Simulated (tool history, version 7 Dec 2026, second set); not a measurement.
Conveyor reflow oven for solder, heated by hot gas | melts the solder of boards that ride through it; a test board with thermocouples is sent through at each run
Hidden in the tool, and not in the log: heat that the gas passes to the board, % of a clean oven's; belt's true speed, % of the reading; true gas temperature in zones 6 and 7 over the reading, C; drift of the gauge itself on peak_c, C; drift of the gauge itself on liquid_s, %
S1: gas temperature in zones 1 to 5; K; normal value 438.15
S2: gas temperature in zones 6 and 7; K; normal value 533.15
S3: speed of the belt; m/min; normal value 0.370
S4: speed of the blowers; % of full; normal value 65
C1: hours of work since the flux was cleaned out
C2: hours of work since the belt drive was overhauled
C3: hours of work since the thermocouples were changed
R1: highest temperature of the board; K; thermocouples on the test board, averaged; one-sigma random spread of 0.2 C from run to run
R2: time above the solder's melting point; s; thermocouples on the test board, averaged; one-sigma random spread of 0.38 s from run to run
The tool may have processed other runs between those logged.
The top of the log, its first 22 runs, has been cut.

run     day      S1      S2     S3  S4   C1   C2   C3      R1    R2
 23  14.379  452.15  539.15  0.370  54  265  208  265  524.45  74.4
 24  15.021  452.15  527.15  0.417  54  271  214  271  510.25  49.2
 25  15.929  452.15  527.15  0.417  54  280  223  280  510.05  49.2
 26  16.658  438.15  533.15  0.327  65  287  230  287  522.35  77.3
 27  17.442  438.15  533.15  0.327  65  295  238  295  522.55  78.5
 28  18.362  427.15  533.15  0.356  54  304  246  304  515.75  56.8
 29  19.188  438.15  545.15  0.391  65  312  254  312  528.25  67.0
 30  19.700  432.15  533.15  0.349  65  317  259  317  519.75  66.9
 31  20.338  432.15  533.15  0.349  65  323  266  323  520.25  66.3
 32  21.233  438.15  530.15  0.397  65  331  274  331  514.15  52.4

Below are 3 alternative next runs, each starting from the tool's condition after run 32. Predict each:
     22.167  -- flux residue cleaned out of gas plates and filters
  A  22.279  448.15  530.15  0.313  65   1  282  340   ?   ?
     22.167  -- flux residue cleaned out of gas plates and filters
  B  22.279  451.15  534.15  0.370  76   1  282  340   ?   ?
     22.167  -- flux residue cleaned out of gas plates and filters
  C  22.279  439.15  522.15  0.370  86   1  282  340   ?   ?

run      R1    R2
  A  522.35  88.7
  B  524.75  76.5
  C  514.05  61.4
Stripped of hidden state, with their random variation kept, the same runs would have yielded:
run      R1    R2
  A  521.55  87.6
  B  523.95  75.7
  C  513.25  60.3
